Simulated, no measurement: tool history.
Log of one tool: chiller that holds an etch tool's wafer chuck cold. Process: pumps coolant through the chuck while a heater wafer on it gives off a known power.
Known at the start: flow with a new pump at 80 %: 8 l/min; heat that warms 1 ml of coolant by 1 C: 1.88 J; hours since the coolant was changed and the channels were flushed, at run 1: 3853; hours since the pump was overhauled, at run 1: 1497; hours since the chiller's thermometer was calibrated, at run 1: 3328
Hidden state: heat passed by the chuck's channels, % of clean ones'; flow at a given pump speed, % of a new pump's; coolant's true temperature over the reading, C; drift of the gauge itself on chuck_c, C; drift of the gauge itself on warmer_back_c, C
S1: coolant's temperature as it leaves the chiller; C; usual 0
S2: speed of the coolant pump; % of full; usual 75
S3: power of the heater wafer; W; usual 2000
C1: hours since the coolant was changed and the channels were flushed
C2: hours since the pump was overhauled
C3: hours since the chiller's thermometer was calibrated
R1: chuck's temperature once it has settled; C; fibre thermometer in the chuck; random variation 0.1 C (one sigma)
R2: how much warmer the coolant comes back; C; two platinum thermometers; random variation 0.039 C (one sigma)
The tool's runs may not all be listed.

run,day,S1,S2,S3,C1,C2,C3,R1,R2
1,0.000,0,75,2000,3853,1497,3328,15.0,8.48
2,2.042,0,75,2000,3902,1546,3377,15.0,8.63
3,3.496,0,75,2000,3937,1581,3412,15.0,8.58
4,5.083,0,75,1564,3975,1619,3450,11.7,6.74
5,5.971,0,78,2000,3996,1641,3471,14.5,8.31
6,8.004,0,75,1276,4045,1690,3520,9.5,5.55
7,8.900,0,75,1276,4067,1711,3541,9.6,5.63
8,10.683,0,75,1276,4109,1754,3584,9.6,5.62
9,11.808,0,75,1276,4136,1781,3611,9.7,5.66
10,13.317,5,75,1927,4173,1817,3647,19.4,8.37
11,14.871,-9,77,1972,4210,1854,3685,5.5,8.32
12,16.400,-9,77,1972,4247,1891,3721,5.5,8.37
13,17.896,-4,76,1384,4283,1927,3757,6.3,6.03
14,19.521,0,100,2000,4322,1966,3796,12.0,6.40
# day 21.279: coolant changed, channels flushed
15,21.775,0,61,1772,12,2014,3844,15.7,9.86
16,23.179,2,61,1772,46,2048,3878,17.6,9.83
17,24.208,-3,95,1002,70,2072,3903,3.2,3.53

4 ways to go on from here, each from the tool as it stands after run 17. What would each give?
A,26.225,9,75,2000,119,2121,3951,?,?
B,26.225,0,75,1304,119,2121,3951,?,?
C,26.225,8,82,2000,119,2121,3951,?,?
D,26.225,-3,95,1002,119,2121,3951,?,?

run,R1,R2
A,23.9,8.83
B,10.0,5.90
C,22.0,8.04
D,3.1,3.66
Without the tool's hidden state the same runs would have given:
run,R1,R2
A,23.9,8.51
B,10.0,5.58
C,22.0,7.72
D,3.1,3.34
